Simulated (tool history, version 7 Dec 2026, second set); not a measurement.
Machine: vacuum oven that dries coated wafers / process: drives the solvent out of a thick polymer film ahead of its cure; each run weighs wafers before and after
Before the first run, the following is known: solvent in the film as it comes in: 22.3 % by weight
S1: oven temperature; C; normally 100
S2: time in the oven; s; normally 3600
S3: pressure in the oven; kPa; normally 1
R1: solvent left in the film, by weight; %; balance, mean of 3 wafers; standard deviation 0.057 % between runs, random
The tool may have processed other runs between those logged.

run,hour,S1,S2,S3,R1
1,0,100,3600,1,2.81
2,10.6,100,3600,1.29,3.06
3,24.8,100,3600,1.29,3.02
4,39.4,100,6120,1,1.28
5,50.2,100,6120,1,1.18
6,64,100,3600,1,2.8
7,80,100,3600,1,2.84
8,98.7,100,3600,2.26,3.67
9,109.4,97,3600,1,3.91
10,124,90,3600,1,7.02
11,137.9,90,3600,1,7.02
12,152,90,3600,1,7.03
13,163.9,90,3600,1,6.96
14,179.2,90,3600,1,7.06
15,190.5,100,5220,1,1.59
16,207.3,100,5220,1,1.6
17,216,100,5220,1,1.54
18,224.9,100,5220,1,1.61
19,234.8,102,1980,1,5.42
20,254.7,102,1980,1,5.49
21,267,86,2040,1.33,12.36
22,283.9,86,2040,1.33,12.52
23,292.9,111,2040,3.93,3.43
24,302.2,93,1860,3.93,11.41
25,316.6,112,2760,3.93,2.41
26,331.4,110,3600,2.49,1.61
27,340.4,100,3600,2.81,4.1
28,356.9,114,2340,2.84,2.06
29,368.1,114,2340,2.84,1.9
30,381.9,106,3600,1.41,1.68
31,395.6,106,3600,1.41,1.62
32,415,106,3600,1.41,1.76
33,431.2,93,4800,1.07,4.34
34,441.8,90,4800,1.4,5.76
35,456.7,94,4800,1.17,3.88

The same runs without the tool's hidden state, with the same run-to-run variation:
Hidden conditions of the tool in this case: true wafer temperature over the reading, C; true pressure over the reading, kPa; drift of the gauge itself on solvent_pct, %.
run,R1
1,2.73
2,2.97
3,2.93
4,1.23
5,1.12
6,2.69
7,2.72
8,3.54
9,3.75
10,6.83
11,6.82
12,6.81
13,6.74
14,6.83
15,1.47
16,1.48
17,1.42
18,1.49
19,5.19
20,5.24
21,12.12
22,12.28
23,3.25
24,11.14
25,2.29
26,1.52
27,3.86
28,1.94
29,1.77
30,1.53
31,1.47
32,1.6
33,4
34,5.37
35,3.56

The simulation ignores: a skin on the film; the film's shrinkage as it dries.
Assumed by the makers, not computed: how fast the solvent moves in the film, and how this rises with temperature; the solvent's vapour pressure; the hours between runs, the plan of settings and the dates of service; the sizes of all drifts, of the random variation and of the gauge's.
